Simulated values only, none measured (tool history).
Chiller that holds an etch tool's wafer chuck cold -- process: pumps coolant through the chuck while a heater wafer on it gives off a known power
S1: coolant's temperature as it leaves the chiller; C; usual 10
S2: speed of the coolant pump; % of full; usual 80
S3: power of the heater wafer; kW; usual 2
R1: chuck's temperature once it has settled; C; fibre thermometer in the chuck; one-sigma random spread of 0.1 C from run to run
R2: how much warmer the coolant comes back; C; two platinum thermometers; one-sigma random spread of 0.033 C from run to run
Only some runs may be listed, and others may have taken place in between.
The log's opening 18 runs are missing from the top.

run 19 hour=618 | S1=20 S2=84 S3=2.557 | R1=36.6 R2=5.74
run 20 hour=656.4 | S1=13 S2=97 S3=2.49 | R1=27.3 R2=4.77
run 21 hour=696.1 | S1=10 S2=80 S3=2.749 | R1=28.7 R2=6.39
run 22 hour=742.8 | S1=10 S2=67 S3=1.727 | R1=23.7 R2=4.94
run 23 hour=778.3 | S1=10 S2=80 S3=1.764 | R1=22 R2=4.12
run 24 hour=822.9 | S1=5 S2=96 S3=1.764 | R1=15.2 R2=3.46
run 25 hour=869.2 | S1=4 S2=86 S3=2.096 | R1=17.5 R2=4.6
run 26 hour=913.8 | S1=10 S2=66 S3=1.112 | R1=19 R2=3.22
run 27 hour=956.8 | S1=10 S2=75 S3=2.479 | R1=28 R2=6.27
run 28 hour=987.3 | S1=2 S2=93 S3=2.479 | R1=17.2 R2=5
run 29 hour=1032.6 | S1=5 S2=76 S3=2 | R1=19.4 R2=4.95
run 30 hour=1059.6 | S1=5 S2=76 S3=2 | R1=19.2 R2=4.97
run 31 hour=1080.3 | S1=10 S2=76 S3=2.869 | R1=30.8 R2=7.15

Predict each of these 3 candidate next runs independently; none follows another, all start after run 31:
run A hour=1127.7 | S1=9 S2=79 S3=1.252 | R1=? R2=?
run B hour=1127.7 | S1=4 S2=66 S3=1.399 | R1=? R2=?
run C hour=1127.7 | S1=18 S2=90 S3=1.294 | R1=? R2=?

run=A R1=18 R2=3.03
run=B R1=15.4 R2=4.03
run=C R1=26.1 R2=2.69
Without the tool's unlogged condition, the same runs would have read:
run=A R1=16.6 R2=2.97
run=B R1=13.7 R2=3.95
run=C R1=24.8 R2=2.64

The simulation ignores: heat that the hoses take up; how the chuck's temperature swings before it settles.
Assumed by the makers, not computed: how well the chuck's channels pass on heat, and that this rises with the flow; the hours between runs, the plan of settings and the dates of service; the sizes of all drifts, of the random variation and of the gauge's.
